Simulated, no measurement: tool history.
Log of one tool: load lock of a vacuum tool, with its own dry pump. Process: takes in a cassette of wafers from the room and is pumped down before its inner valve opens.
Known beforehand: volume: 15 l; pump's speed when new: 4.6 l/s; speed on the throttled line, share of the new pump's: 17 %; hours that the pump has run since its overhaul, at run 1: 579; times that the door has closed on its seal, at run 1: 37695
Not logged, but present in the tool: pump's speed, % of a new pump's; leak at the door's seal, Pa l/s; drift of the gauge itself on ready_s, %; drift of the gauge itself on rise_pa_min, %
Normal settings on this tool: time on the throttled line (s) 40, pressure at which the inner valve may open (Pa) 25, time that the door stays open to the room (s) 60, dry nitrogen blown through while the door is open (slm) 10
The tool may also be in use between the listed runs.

run    hour  time on the throttled line (s)  pressure at which the inner valve may open (Pa)  time that the door stays open to the room (s)  dry nitrogen blown through while the door is open (slm)  hours that the pump has run since its overhaul  times that the door has closed on its seal  incoming humidity of the room's air, %  time from the closed door until the inner valve may open (s)  rise of the pressure with all valves shut (Pa/min)
  1       0                              40                                               25                                             60                                                       10                                             579                                       37695                                    47.5                                                          60.5                                               0.085
  2   177.5                              40                                               25                                             60                                                       10                                             757                                       38372                                    44.2                                                          60.1                                               0.068
  3   351.4                              31                                               25                                             60                                                       10                                             931                                       39036                                    47.5                                                          52.8                                               0.082
  4   488.3                              40                                               25                                             62                                                       10                                            1067                                       39559                                    43.6                                                          60.3                                                0.08
      514.2  -- door's seal changed, seat wiped
  5     708                              40                                               25                                             62                                                       10                                            1286                                         740                                      46                                                          60.5                                               0.084
  6   925.2                              40                                               25                                             62                                                       10                                            1503                                        1569                                      47                                                          60.3                                               0.081
  7  1076.8                              40                                               25                                             62                                                       10                                            1654                                        2148                                    45.8                                                          60.4                                               0.081
  8  1233.6                              40                                               25                                             62                                                       10                                            1811                                        2747                                      44                                                          60.5                                               0.069
  9  1375.6                              40                                               25                                             62                                                       10                                            1953                                        3289                                    45.2                                                          60.5                                               0.077
 10  1592.6                              33                                               25                                             76                                                       13                                            2170                                        4117                                    44.5                                                          54.4                                               0.084
 11  1760.1                              40                                               43                                             53                                                       10                                            2338                                        4756                                    45.2                                                          58.2                                               0.074
 12    1875                              29                                               43                                             53                                                       22                                            2453                                        5195                                    43.9                                                          49.4                                               0.058
 13  2050.3                              65                                               43                                             97                                                       22                                            2628                                        5864                                    43.9                                                          79.5                                               0.087
 14  2268.1                              65                                               43                                             97                                                       22                                            2846                                        6695                                    44.9                                                            79                                               0.092
 15  2499.7                              65                                               43                                             97                                                       22                                            3077                                        7579                                    47.8                                                          79.2                                               0.098
 16  2705.8                              65                                               43                                             97                                                       22                                            3283                                        8366                                    42.7                                                          79.6                                               0.084
 17    2884                              40                                               36                                            161                                                        7                                            3462                                        9046                                    44.7                                                          59.1                                               0.158
 18  3047.2                              40                                               25                                            153                                                       34                                            3625                                        9669                                    47.7                                                          60.6                                                0.11

What if the next run were any one of these 4? Each begins from the tool's condition after run 18:
  A  3298.1                              73                                               25                                            110                                                       34                                            3876                                       10627                                    45.3                                                             ?                                                   ?
  B  3298.1                              40                                               25                                             33                                                       10                                            3876                                       10627                                    43.6                                                             ?                                                   ?
  C  3298.1                              40                                               25                                            153                                                       30                                            3876                                       10627                                    45.6                                                             ?                                                   ?
  D  3298.1                              40                                               25                                            153                                                       41                                            3876                                       10627                                    46.2                                                             ?                                                   ?

run  time from the closed door until the inner valve may open (s)  rise of the pressure with all valves shut (Pa/min)
  A                                                          87.5                                               0.078
  B                                                          60.2                                               0.052
  C                                                          59.9                                               0.108
  D                                                          60.6                                                 0.1
What these runs would have given with no unlogged condition in the tool:
run  time from the closed door until the inner valve may open (s)  rise of the pressure with all valves shut (Pa/min)
  A                                                          87.5                                               0.077
  B                                                          60.2                                               0.052
  C                                                          59.9                                               0.108
  D                                                          60.6                                                 0.1
